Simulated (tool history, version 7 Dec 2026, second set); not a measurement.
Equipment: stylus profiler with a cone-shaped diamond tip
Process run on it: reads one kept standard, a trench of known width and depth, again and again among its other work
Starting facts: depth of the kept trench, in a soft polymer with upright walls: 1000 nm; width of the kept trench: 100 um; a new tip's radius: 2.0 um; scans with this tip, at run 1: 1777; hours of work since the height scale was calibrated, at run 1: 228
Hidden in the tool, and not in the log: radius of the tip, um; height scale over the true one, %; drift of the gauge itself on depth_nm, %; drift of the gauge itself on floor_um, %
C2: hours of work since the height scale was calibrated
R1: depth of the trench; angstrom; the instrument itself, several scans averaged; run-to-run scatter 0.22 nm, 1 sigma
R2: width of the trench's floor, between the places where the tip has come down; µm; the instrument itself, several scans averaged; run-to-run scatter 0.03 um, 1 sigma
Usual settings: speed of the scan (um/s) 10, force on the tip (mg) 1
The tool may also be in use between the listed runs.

run 1 hour=0 | speed_of_the_scan_(um/s)=10 force_on_the_tip_(mg)=1 | scans_with_this_tip=1777 C2=228 | R1=10042.1 R2=96.08
run 2 hour=33.1 | speed_of_the_scan_(um/s)=10 force_on_the_tip_(mg)=1 | scans_with_this_tip=1955 C2=251 | R1=10044.4 R2=96.07
run 3 hour=70.2 | speed_of_the_scan_(um/s)=10 force_on_the_tip_(mg)=0.79 | scans_with_this_tip=2154 C2=276 | R1=10036.3 R2=96.03
run 4 hour=137.2 | speed_of_the_scan_(um/s)=10 force_on_the_tip_(mg)=0.79 | scans_with_this_tip=2514 C2=322 | R1=10036 R2=95.93
run 5 hour=191.5 | speed_of_the_scan_(um/s)=10 force_on_the_tip_(mg)=0.79 | scans_with_this_tip=2805 C2=360 | R1=10028.4 R2=95.9
run 6 hour=263.1 | speed_of_the_scan_(um/s)=10 force_on_the_tip_(mg)=0.79 | scans_with_this_tip=3190 C2=409 | R1=10027.3 R2=95.77
run 7 hour=315.1 | speed_of_the_scan_(um/s)=10 force_on_the_tip_(mg)=1 | scans_with_this_tip=3469 C2=445 | R1=10034 R2=95.7
run 8 hour=387 | speed_of_the_scan_(um/s)=10 force_on_the_tip_(mg)=1 | scans_with_this_tip=3855 C2=494 | R1=10029.7 R2=95.73
-- hour=392.2 height scale calibrated on a step standard
run 9 hour=430.6 | speed_of_the_scan_(um/s)=10 force_on_the_tip_(mg)=1 | scans_with_this_tip=4086 C2=26 | R1=10026.9 R2=95.7
run 10 hour=462.6 | speed_of_the_scan_(um/s)=10 force_on_the_tip_(mg)=1 | scans_with_this_tip=4258 C2=48 | R1=10023.6 R2=95.62
run 11 hour=495.6 | speed_of_the_scan_(um/s)=10 force_on_the_tip_(mg)=1 | scans_with_this_tip=4435 C2=71 | R1=10021.9 R2=95.58
run 12 hour=534.3 | speed_of_the_scan_(um/s)=9 force_on_the_tip_(mg)=0.56 | scans_with_this_tip=4643 C2=98 | R1=10008.2 R2=95.48
-- hour=570.4 height scale calibrated on a step standard, once more
run 13 hour=591 | speed_of_the_scan_(um/s)=5 force_on_the_tip_(mg)=1.44 | scans_with_this_tip=4945 C2=14 | R1=10075.4 R2=95.5

Predict each of these 3 candidate next runs independently; none follows another, all start after run 13:
run A hour=654.7 | speed_of_the_scan_(um/s)=10 force_on_the_tip_(mg)=2.39 | scans_with_this_tip=5286 C2=58 | R1=? R2=?
run B hour=654.7 | speed_of_the_scan_(um/s)=12 force_on_the_tip_(mg)=1 | scans_with_this_tip=5286 C2=58 | R1=? R2=?
run C hour=654.7 | speed_of_the_scan_(um/s)=4 force_on_the_tip_(mg)=1.32 | scans_with_this_tip=5286 C2=58 | R1=? R2=?

run=A R1=10102 R2=95.38
run=B R1=10057 R2=95.39
run=C R1=10069.2 R2=95.46
Had the tool no hidden state, the same runs would have come out as:
run=A R1=10100.1 R2=96.44
run=B R1=10055.1 R2=96.45
run=C R1=10067.3 R2=96.52
